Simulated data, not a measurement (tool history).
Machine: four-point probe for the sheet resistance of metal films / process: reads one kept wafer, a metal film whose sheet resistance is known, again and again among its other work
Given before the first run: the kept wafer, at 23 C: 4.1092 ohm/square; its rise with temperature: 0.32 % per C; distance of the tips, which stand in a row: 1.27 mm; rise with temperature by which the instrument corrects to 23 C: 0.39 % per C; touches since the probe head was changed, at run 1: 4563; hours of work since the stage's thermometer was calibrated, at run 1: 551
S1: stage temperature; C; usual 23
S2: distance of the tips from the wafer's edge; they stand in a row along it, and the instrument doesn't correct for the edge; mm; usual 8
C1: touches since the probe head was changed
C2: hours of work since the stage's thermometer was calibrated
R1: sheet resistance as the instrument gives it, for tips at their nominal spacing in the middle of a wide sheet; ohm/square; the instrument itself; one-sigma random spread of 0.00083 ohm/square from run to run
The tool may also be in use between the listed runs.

run     day  S1  S2     C1   C2        R1
  1   0.000  23   8   4563  551  4.137383
  2   0.904  23   8   5124  564  4.136612
  3   1.571  23   8   5541  574  4.136629
  4   2.146  23   8   5897  582  4.135096
  5   2.746  23   8   6270  591  4.135790
  6   3.483  23   8   6729  602  4.136536
  7   4.129  23   8   7129  611  4.135972
  8   4.579  23   8   7410  618  4.135771
  9   5.154  28   8   7768  627  4.120835
 10   5.912  28   8   8238  638  4.121091
 11   6.738  28   8   8752  650  4.120756
 12   7.233  28   8   9060  657  4.121867
 13   8.092  28   8   9592  670  4.120147
 14   8.858  28   8  10068  681  4.120893
 15   9.538  23   4  10491  691  4.291007
 16  10.054  22   8  10812  699  4.138191
 17  10.650  23  39  11182  708  4.083668
 18  11.438  26  39  11672  719  4.074609
 19  12.317  26  39  12219  732  4.075616
 20  12.879  23  26  12568  740  4.086487
 21  13.896  23  26  13199  755  4.086908
 22  14.525  23  26  13591  765  4.085908
 23  15.308  23  26  14077  776  4.085861
 24  16.033  29  52  14528  787  4.065271
 25  16.562  29  52  14857  795  4.064509
 26  17.421  29  52  15390  807  4.064816
 27  18.317  18   6  15947  821  4.193989
 28  19.008  23  18  16378  831  4.091874
 29  20.021  23  18  17006  846  4.091701
 30  20.446  34  25  17269  852  4.055404
 31  20.950  34  25  17583  859  4.053866
 32  21.662  31  12  18028  870  4.080973
 33  22.288  35   9  18416  879  4.088730
 34  22.946  22  13  18825  889  4.102935
 35  23.533  22  13  19191  897  4.104224
 36  24.054  22  13  19513  905  4.102771
 37  24.508  23   7  19796  912  4.149838
 38  25.475  25   8  20397  926  4.129773
 39  26.133  21   5  20804  936  4.224718
 40  26.621  27  20  21108  943  4.077945
 41  27.267  18   3  21508  952  4.453610
 42  27.992  19  19  21959  963  4.100675
 43  28.712  24   6  22408  974  4.172002
 44  29.275  23   6  22759  982  4.174558
 45  29.796  20   5  23081  990  4.224965

What if the next run were any one of these 4? Each begins from the tool's condition after run 45:
  A  30.225  31   4  23349  996   ?
  B  30.225  20   5  23349  996   ?
  C  30.225  24  27  23349  996   ?
  D  30.225  20   8  23349  996   ?

run        R1
  A  4.264466
  B  4.225041
  C  4.081165
  D  4.145219
Without the tool's unlogged condition, the same runs would have read:
run        R1
  A  4.295618
  B  4.255889
  C  4.111068
  D  4.175537

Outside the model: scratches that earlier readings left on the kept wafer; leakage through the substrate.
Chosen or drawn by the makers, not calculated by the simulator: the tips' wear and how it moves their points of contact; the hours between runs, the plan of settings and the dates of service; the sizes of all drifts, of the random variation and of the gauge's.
